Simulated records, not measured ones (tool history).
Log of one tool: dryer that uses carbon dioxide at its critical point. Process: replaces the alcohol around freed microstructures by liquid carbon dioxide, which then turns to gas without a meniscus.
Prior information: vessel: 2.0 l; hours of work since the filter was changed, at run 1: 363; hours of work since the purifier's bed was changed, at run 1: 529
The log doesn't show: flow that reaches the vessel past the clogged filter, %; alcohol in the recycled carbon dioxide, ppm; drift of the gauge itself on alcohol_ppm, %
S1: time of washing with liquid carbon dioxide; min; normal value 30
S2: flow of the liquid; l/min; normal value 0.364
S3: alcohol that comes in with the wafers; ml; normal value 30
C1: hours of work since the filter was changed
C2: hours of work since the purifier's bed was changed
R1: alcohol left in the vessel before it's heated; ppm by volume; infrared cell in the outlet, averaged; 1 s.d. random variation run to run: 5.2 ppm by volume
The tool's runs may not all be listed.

Run 1, hour 0: usual settings; C1 363; C2 529. Result: R1 237 ppm by volume.
Run 2, hour 34.1: usual settings but S3 27 ml; C1 380; C2 546. Result: R1 231 ppm by volume.
Run 3, hour 52.8: usual settings; C1 390; C2 555. Result: R1 247 ppm by volume.
Run 4, hour 74.2: usual settings; C1 400; C2 566. Result: R1 250 ppm by volume.
Run 5, hour 93.3: usual settings; C1 410; C2 575. Result: R1 253 ppm by volume.
Run 6, hour 126.2: usual settings; C1 426; C2 591. Result: R1 255 ppm by volume.
Run 7, hour 156.7: usual settings; C1 441; C2 606. Result: R1 270 ppm by volume.
Run 8, hour 188.1: usual settings; C1 456; C2 622. Result: R1 260 ppm by volume.
At hour 213.1: inlet filter changed.
Run 9, hour 216.8: usual settings but S2 0.539 l/min; C1 2; C2 636. Result: R1 160 ppm by volume.
Run 10, hour 246.7: usual settings but S2 0.539 l/min; C1 17; C2 650. Result: R1 161 ppm by volume.
Run 11, hour 268.7: usual settings but S3 93 ml; C1 27; C2 661. Result: R1 409 ppm by volume.
Run 12, hour 298.5: usual settings but S3 93 ml; C1 42; C2 676. Result: R1 422 ppm by volume.
Run 13, hour 332.9: usual settings but S3 93 ml; C1 59; C2 693. Result: R1 436 ppm by volume.
Run 14, hour 356.5: usual settings but S3 93 ml; C1 71; C2 705. Result: R1 428 ppm by volume.
Run 15, hour 378.8: usual settings but S3 93 ml; C1 82; C2 716. Result: R1 433 ppm by volume.
Run 16, hour 400: usual settings but S3 93 ml; C1 92; C2 726. Result: R1 442 ppm by volume.
Run 17, hour 415.5: usual settings but S3 93 ml; C1 100; C2 734. Result: R1 430 ppm by volume.
Run 18, hour 429.9: usual settings but S3 93 ml; C1 107; C2 741. Result: R1 439 ppm by volume.
Run 19, hour 450.7: usual settings but S3 24 ml; C1 117; C2 751. Result: R1 248 ppm by volume.
Run 20, hour 478.1: usual settings but S1 20 min, S3 24 ml; C1 131; C2 765. Result: R1 586 ppm by volume.
Run 21, hour 507.6: usual settings but S1 20 min, S3 24 ml; C1 146; C2 779. Result: R1 582 ppm by volume.
Run 22, hour 528.4: usual settings; C1 156; C2 790. Result: R1 280 ppm by volume.
Run 23, hour 551.4: usual settings but S1 21 min; C1 167; C2 801. Result: R1 608 ppm by volume.
Run 24, hour 585.3: usual settings but S1 21 min; C1 184; C2 818. Result: R1 623 ppm by volume.
Run 25, hour 608.9: usual settings but S2 0.219 l/min, S3 36 ml; C1 196; C2 829. Result: R1 1021 ppm by volume.
Run 26, hour 629.4: usual settings but S2 0.219 l/min, S3 36 ml; C1 206; C2 840. Result: R1 1069 ppm by volume.
Run 27, hour 656.5: usual settings but S2 0.482 l/min, S3 81 ml; C1 219; C2 853. Result: R1 253 ppm by volume.
Run 28, hour 674.9: usual settings but S2 0.244 l/min, S3 21 ml; C1 228; C2 862. Result: R1 546 ppm by volume.
Run 29, hour 696.8: usual settings but S1 36 min, S2 0.451 l/min, S3 87 ml; C1 239; C2 873. Result: R1 226 ppm by volume.
Run 30, hour 717.5: usual settings but S2 0.262 l/min; C1 249; C2 883. Result: R1 589 ppm by volume.
Run 31, hour 747.9: usual settings but S2 0.233 l/min, S3 96 ml; C1 264; C2 898. Result: R1 2165 ppm by volume.
Run 32, hour 762.8: usual settings but S2 0.369 l/min; C1 272; C2 905. Result: R1 303 ppm by volume.
Run 33, hour 785.9: usual settings but S2 0.369 l/min; C1 283; C2 917. Result: R1 317 ppm by volume.
Run 34, hour 801: usual settings but S1 35 min; C1 290; C2 924. Result: R1 256 ppm by volume.
Run 35, hour 835.5: usual settings but S1 35 min; C1 308; C2 941. Result: R1 272 ppm by volume.
Run 36, hour 854.9: usual settings but S1 35 min; C1 317; C2 951. Result: R1 266 ppm by volume.
Run 37, hour 883.7: usual settings but S1 35 min; C1 331; C2 965. Result: R1 270 ppm by volume.
Run 38, hour 903.2: usual settings but S2 0.261 l/min, S3 87 ml; C1 341; C2 975. Result: R1 1483 ppm by volume.
Run 39, hour 937.9: usual settings but S2 0.232 l/min; C1 358; C2 992. Result: R1 875 ppm by volume.
Run 40, hour 959.1: usual settings but S1 33 min, S2 0.432 l/min, S3 40 ml; C1 369; C2 1002. Result: R1 256 ppm by volume.
Run 41, hour 994.1: usual settings but S1 43 min, S2 0.37 l/min, S3 41 ml; C1 386; C2 1020. Result: R1 250 ppm by volume.
Run 42, hour 1026.5: usual settings but S1 35 min, S2 0.417 l/min, S3 25 ml; C1 402; C2 1036. Result: R1 246 ppm by volume.
Run 43, hour 1040.8: usual settings but S1 35 min, S2 0.417 l/min, S3 25 ml; C1 409; C2 1043. Result: R1 250 ppm by volume.
Run 44, hour 1073.5: usual settings but S1 22 min, S2 0.436 l/min, S3 52 ml; C1 425; C2 1059. Result: R1 609 ppm by volume.
Run 45, hour 1090.5: usual settings but S1 27 min, S2 0.524 l/min, S3 74 ml; C1 434; C2 1067. Result: R1 322 ppm by volume.
Run 46, hour 1123.5: usual settings but S1 42 min, S2 0.386 l/min, S3 85 ml; C1 450; C2 1084. Result: R1 280 ppm by volume.
Run 47, hour 1148.6: usual settings but S1 40 min, S2 0.259 l/min, S3 77 ml; C1 462; C2 1096. Result: R1 629 ppm by volume.

Hidden state or all else? Some run-to-run changes of R1, split into what the settings, what came in and random variation would give without the hidden state, and what is left for the hidden state (with any gauge scatter that isn't in both results):
Run 30 -> 31: S2 0.262 -> 0.233, S3 30 -> 96. R1 +1576 ppm by volume: hidden state +242, all else +1334.
Run 31 -> 32: S2 0.233 -> 0.369, S3 96 -> 30. R1 -1862 ppm by volume: hidden state -274, all else -1588.
Run 37 -> 38: S1 35 -> 30, S2 0.364 -> 0.261, S3 30 -> 87. R1 +1213 ppm by volume: hidden state +248, all else +965.
